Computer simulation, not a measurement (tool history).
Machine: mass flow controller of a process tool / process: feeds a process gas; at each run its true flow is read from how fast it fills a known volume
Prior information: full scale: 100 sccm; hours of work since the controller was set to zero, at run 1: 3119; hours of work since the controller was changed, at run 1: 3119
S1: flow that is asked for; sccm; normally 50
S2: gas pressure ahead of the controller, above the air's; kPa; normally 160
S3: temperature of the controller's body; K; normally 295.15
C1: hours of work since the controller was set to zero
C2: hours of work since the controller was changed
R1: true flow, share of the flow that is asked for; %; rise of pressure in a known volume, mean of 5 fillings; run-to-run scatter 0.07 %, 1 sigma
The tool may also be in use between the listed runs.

run	day	S1	S2	S3	C1	C2	R1
1	0	50	160	295.15	3119	3119	100.06
2	7.308	50	160	295.15	3210	3210	100.14
3	14.212	50	160	297.15	3296	3296	99.9
4	20.742	50	160	297.15	3377	3377	99.86
5	25.908	50	160	297.15	3441	3441	100.06
6	29.675	11	160	295.15	3488	3488	101.23
7	36.604	50	234	295.15	3574	3574	99.78
8	40.046	29	160	295.15	3617	3617	100.18
9	44.342	50	160	302.15	3671	3671	99.74
10	48.142	50	160	295.15	3718	3718	100.2
11	52.138	50	160	295.15	3768	3768	100.21
12	55.692	46	160	295.15	3812	3812	100.26
13	61.496	50	160	295.15	3884	3884	100.16
14	64.912	50	247	295.15	3927	3927	99.75
15	69.529	50	247	295.15	3984	3984	99.81
16	76.462	50	247	295.15	4071	4071	99.76
17	80.717	50	252	295.15	4124	4124	99.87
18	86.588	65	180	303.15	4197	4197	100.08
19	93.333	53	157	310.15	4281	4281	99.57
20	96.958	53	157	310.15	4326	4326	99.47
21	102.95	50	223	304.15	4401	4401	99.56
22	108.262	50	162	308.15	4467	4467	99.6
23	113.15	50	162	308.15	4527	4527	99.66

Forecast run 24:
24	119.883	50	162	308.15	4611	4611	?

R1: 99.77 %
With no hidden state in the tool, this same run would have given R1 98.06 %.
